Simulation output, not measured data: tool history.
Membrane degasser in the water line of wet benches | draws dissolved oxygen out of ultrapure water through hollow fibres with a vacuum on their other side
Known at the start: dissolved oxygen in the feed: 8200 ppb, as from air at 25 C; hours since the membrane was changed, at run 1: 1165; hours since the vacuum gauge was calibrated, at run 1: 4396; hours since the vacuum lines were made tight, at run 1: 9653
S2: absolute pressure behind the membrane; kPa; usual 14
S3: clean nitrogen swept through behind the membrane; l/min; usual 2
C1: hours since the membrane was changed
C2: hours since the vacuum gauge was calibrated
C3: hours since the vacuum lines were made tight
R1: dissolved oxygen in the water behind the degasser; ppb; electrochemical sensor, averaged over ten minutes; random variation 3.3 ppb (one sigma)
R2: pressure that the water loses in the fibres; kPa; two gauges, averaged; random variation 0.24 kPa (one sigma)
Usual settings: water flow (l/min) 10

{"run": 1, "hour": 0.0, "water flow (l/min)": 10, "S2": 14, "S3": 2, "C1": 1165, "C2": 4396, "C3": 9653, "R1": 330, "R2": 64.16}
{"run": 2, "hour": 26.6, "water flow (l/min)": 10, "S2": 14, "S3": 2, "C1": 1191, "C2": 4423, "C3": 9680, "R1": 331.2, "R2": 64.34}
{"run": 3, "hour": 50.7, "water flow (l/min)": 10, "S2": 14, "S3": 2, "C1": 1216, "C2": 4447, "C3": 9704, "R1": 333.9, "R2": 64.51}
{"run": 4, "hour": 69.9, "water flow (l/min)": 10, "S2": 13.4, "S3": 2, "C1": 1235, "C2": 4466, "C3": 9723, "R1": 327.6, "R2": 64.66}
{"run": 5, "hour": 109.5, "water flow (l/min)": 10, "S2": 14, "S3": 2, "C1": 1274, "C2": 4505, "C3": 9762, "R1": 334.3, "R2": 64.53}
{"run": 6, "hour": 132.2, "water flow (l/min)": 10, "S2": 14, "S3": 2, "C1": 1297, "C2": 4528, "C3": 9785, "R1": 333.2, "R2": 64.12}
{"run": 7, "hour": 176.6, "water flow (l/min)": 15, "S2": 14, "S3": 2, "C1": 1341, "C2": 4573, "C3": 9830, "R1": 519, "R2": 96.4}
{"run": 8, "hour": 198.6, "water flow (l/min)": 15, "S2": 14, "S3": 2, "C1": 1363, "C2": 4595, "C3": 9852, "R1": 518.9, "R2": 96.65}
{"run": 9, "hour": 220.4, "water flow (l/min)": 15, "S2": 14, "S3": 2, "C1": 1385, "C2": 4616, "C3": 9873, "R1": 519.2, "R2": 96.99}
{"run": 10, "hour": 257.4, "water flow (l/min)": 10, "S2": 14, "S3": 2, "C1": 1422, "C2": 4653, "C3": 9910, "R1": 325.3, "R2": 64.66}
{"run": 11, "hour": 299.7, "water flow (l/min)": 10, "S2": 14, "S3": 2, "C1": 1465, "C2": 4696, "C3": 9953, "R1": 326.8, "R2": 64.61}
{"run": 12, "hour": 319.3, "water flow (l/min)": 7, "S2": 14, "S3": 2, "C1": 1484, "C2": 4715, "C3": 9972, "R1": 215.9, "R2": 45.43}
{"run": 13, "hour": 363.4, "water flow (l/min)": 7, "S2": 14, "S3": 2, "C1": 1528, "C2": 4759, "C3": 10016, "R1": 219.1, "R2": 45.55}
{"run": 14, "hour": 404.8, "water flow (l/min)": 7, "S2": 14, "S3": 2, "C1": 1570, "C2": 4801, "C3": 10058, "R1": 211.7, "R2": 45.36}
{"run": 15, "hour": 435.7, "water flow (l/min)": 7, "S2": 14, "S3": 2, "C1": 1601, "C2": 4832, "C3": 10089, "R1": 215.7, "R2": 45.36}
{"run": 16, "hour": 461.8, "water flow (l/min)": 10, "S2": 14, "S3": 2, "C1": 1627, "C2": 4858, "C3": 10115, "R1": 331, "R2": 64.28}
{"run": 17, "hour": 488.7, "water flow (l/min)": 10, "S2": 14, "S3": 1.43, "C1": 1654, "C2": 4885, "C3": 10142, "R1": 381.1, "R2": 64.76}
{"run": 18, "hour": 531.5, "water flow (l/min)": 10, "S2": 14, "S3": 4.71, "C1": 1696, "C2": 4927, "C3": 10184, "R1": 257, "R2": 64.57}
{"run": 19, "hour": 569.6, "water flow (l/min)": 10, "S2": 14, "S3": 4.71, "C1": 1734, "C2": 4966, "C3": 10223, "R1": 261, "R2": 64.51}
{"run": 20, "hour": 598.6, "water flow (l/min)": 10, "S2": 14, "S3": 1.66, "C1": 1763, "C2": 4995, "C3": 10252, "R1": 361, "R2": 64.26}
{"run": 21, "hour": 634.7, "water flow (l/min)": 12, "S2": 21.1, "S3": 1.33, "C1": 1800, "C2": 5031, "C3": 10288, "R1": 614.1, "R2": 77.69}
{"run": 22, "hour": 673.5, "water flow (l/min)": 10, "S2": 26.6, "S3": 2, "C1": 1838, "C2": 5069, "C3": 10326, "R1": 466.5, "R2": 64.39}
{"run": 23, "hour": 705.7, "water flow (l/min)": 13, "S2": 14, "S3": 3.37, "C1": 1871, "C2": 5102, "C3": 10359, "R1": 381.5, "R2": 83.69}
{"run": 24, "hour": 749.7, "water flow (l/min)": 6, "S2": 11.3, "S3": 5.39, "C1": 1915, "C2": 5146, "C3": 10403, "R1": 122.4, "R2": 38.44}
{"run": 25, "hour": 788.0, "water flow (l/min)": 14, "S2": 14, "S3": 4.26, "C1": 1953, "C2": 5184, "C3": 10441, "R1": 389.9, "R2": 90.05}
{"run": 26, "hour": 809.7, "water flow (l/min)": 16, "S2": 9.2, "S3": 2.43, "C1": 1975, "C2": 5206, "C3": 10463, "R1": 457.6, "R2": 103.02}
{"run": 27, "hour": 848.3, "water flow (l/min)": 11, "S2": 8.8, "S3": 2.46, "C1": 2013, "C2": 5244, "C3": 10501, "R1": 293.5, "R2": 70.87}
{"run": 28, "hour": 867.3, "water flow (l/min)": 10, "S2": 12, "S3": 1.61, "C1": 2032, "C2": 5263, "C3": 10520, "R1": 334.1, "R2": 64.69}
{"run": 29, "hour": 886.4, "water flow (l/min)": 10, "S2": 19.6, "S3": 1.23, "C1": 2051, "C2": 5282, "C3": 10539, "R1": 505.6, "R2": 64.09}
{"run": 30, "hour": 911.0, "water flow (l/min)": 10, "S2": 19.6, "S3": 1.23, "C1": 2076, "C2": 5307, "C3": 10564, "R1": 503.8, "R2": 64.32}
{"run": 31, "hour": 951.9, "water flow (l/min)": 10, "S2": 19.6, "S3": 1.23, "C1": 2117, "C2": 5348, "C3": 10605, "R1": 498.7, "R2": 63.72}
{"run": 32, "hour": 989.7, "water flow (l/min)": 10, "S2": 19.6, "S3": 1.23, "C1": 2155, "C2": 5386, "C3": 10643, "R1": 492.3, "R2": 64.9}

Forecast each of these 4 alternatives for the next run:
{"run": "A", "hour": 1028.3, "water flow (l/min)": 10, "S2": 16.2, "S3": 1.67, "C1": 2193, "C2": 5424, "C3": 10681, "R1": "?", "R2": "?"}
{"run": "B", "hour": 1028.3, "water flow (l/min)": 10, "S2": 8.5, "S3": 0.88, "C1": 2193, "C2": 5424, "C3": 10681, "R1": "?", "R2": "?"}
{"run": "C", "hour": 1028.3, "water flow (l/min)": 10, "S2": 17.3, "S3": 1.23, "C1": 2193, "C2": 5424, "C3": 10681, "R1": "?", "R2": "?"}
{"run": "D", "hour": 1028.3, "water flow (l/min)": 10, "S2": 15.6, "S3": 1.23, "C1": 2193, "C2": 5424, "C3": 10681, "R1": "?", "R2": "?"}

run=A R1=386.5 R2=64.51
run=B R1=335.7 R2=64.4
run=C R1=467.5 R2=64.31
run=D R1=439.1 R2=64.47
Without the tool's hidden state the same runs would have given:
run=A R1=386 R2=64.49
run=B R1=335.3 R2=64.38
run=C R1=466.9 R2=64.29
run=D R1=438.6 R2=64.45

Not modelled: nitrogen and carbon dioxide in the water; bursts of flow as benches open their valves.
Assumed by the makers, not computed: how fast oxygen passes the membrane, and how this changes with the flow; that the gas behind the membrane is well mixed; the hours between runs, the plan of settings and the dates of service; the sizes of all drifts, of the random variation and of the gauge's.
